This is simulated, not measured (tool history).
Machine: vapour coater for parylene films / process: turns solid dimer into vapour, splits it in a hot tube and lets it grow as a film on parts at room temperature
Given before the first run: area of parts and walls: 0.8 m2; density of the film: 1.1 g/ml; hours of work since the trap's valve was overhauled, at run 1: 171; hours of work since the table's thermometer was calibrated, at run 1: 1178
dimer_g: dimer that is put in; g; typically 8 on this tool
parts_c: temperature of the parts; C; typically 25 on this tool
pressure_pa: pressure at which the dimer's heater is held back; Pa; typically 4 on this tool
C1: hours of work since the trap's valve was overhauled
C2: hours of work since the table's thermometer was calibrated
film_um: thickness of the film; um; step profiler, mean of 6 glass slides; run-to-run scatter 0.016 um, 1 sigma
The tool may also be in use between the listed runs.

run 1 hour=0 | dimer_g=8 parts_c=25 pressure_pa=4 | C1=171 C2=1178 | film_um=4.6
-- hour=31.8 table's thermometer calibrated
run 2 hour=52.8 | dimer_g=8 parts_c=25 pressure_pa=4 | C1=208 C2=15 | film_um=4.45
run 3 hour=133.1 | dimer_g=8 parts_c=25 pressure_pa=4 | C1=267 C2=74 | film_um=4.47
run 4 hour=215.7 | dimer_g=5 parts_c=25 pressure_pa=4 | C1=327 C2=134 | film_um=2.77
run 5 hour=287.7 | dimer_g=8 parts_c=25 pressure_pa=4 | C1=379 C2=186 | film_um=4.38
run 6 hour=362.2 | dimer_g=8 parts_c=25 pressure_pa=4 | C1=433 C2=241 | film_um=4.38
run 7 hour=418.7 | dimer_g=8 parts_c=25 pressure_pa=4 | C1=475 C2=282 | film_um=4.37
run 8 hour=469.5 | dimer_g=5 parts_c=25 pressure_pa=4 | C1=512 C2=319 | film_um=2.68
run 9 hour=541.5 | dimer_g=8 parts_c=21 pressure_pa=4 | C1=564 C2=371 | film_um=4.58
run 10 hour=595.4 | dimer_g=8 parts_c=21 pressure_pa=4 | C1=603 C2=410 | film_um=4.61
run 11 hour=656.6 | dimer_g=8 parts_c=25 pressure_pa=5.86 | C1=648 C2=455 | film_um=3.97
-- hour=679.4 trap's valve overhauled
run 12 hour=698.5 | dimer_g=8 parts_c=25 pressure_pa=5.86 | C1=14 C2=483 | film_um=4.29
run 13 hour=778.2 | dimer_g=8 parts_c=25 pressure_pa=5.86 | C1=72 C2=541 | film_um=4.26
run 14 hour=861.5 | dimer_g=8 parts_c=21 pressure_pa=5.86 | C1=133 C2=601 | film_um=4.53
run 15 hour=945.8 | dimer_g=8 parts_c=25 pressure_pa=4.69 | C1=194 C2=663 | film_um=4.39
run 16 hour=1014.2 | dimer_g=8 parts_c=20 pressure_pa=4.69 | C1=244 C2=712 | film_um=4.76
run 17 hour=1077.1 | dimer_g=5 parts_c=28 pressure_pa=4.69 | C1=290 C2=758 | film_um=2.6

Run 18, settings as shown, results not yet in. Your forecast:
run 18 hour=1165.1 | dimer_g=5 parts_c=28 pressure_pa=4.69 | C1=354 C2=822 | film_um=?

film_um: 2.55 um
With the hidden condition absent and the run-to-run variation left alone, this run would have shown film_um 2.64 um.

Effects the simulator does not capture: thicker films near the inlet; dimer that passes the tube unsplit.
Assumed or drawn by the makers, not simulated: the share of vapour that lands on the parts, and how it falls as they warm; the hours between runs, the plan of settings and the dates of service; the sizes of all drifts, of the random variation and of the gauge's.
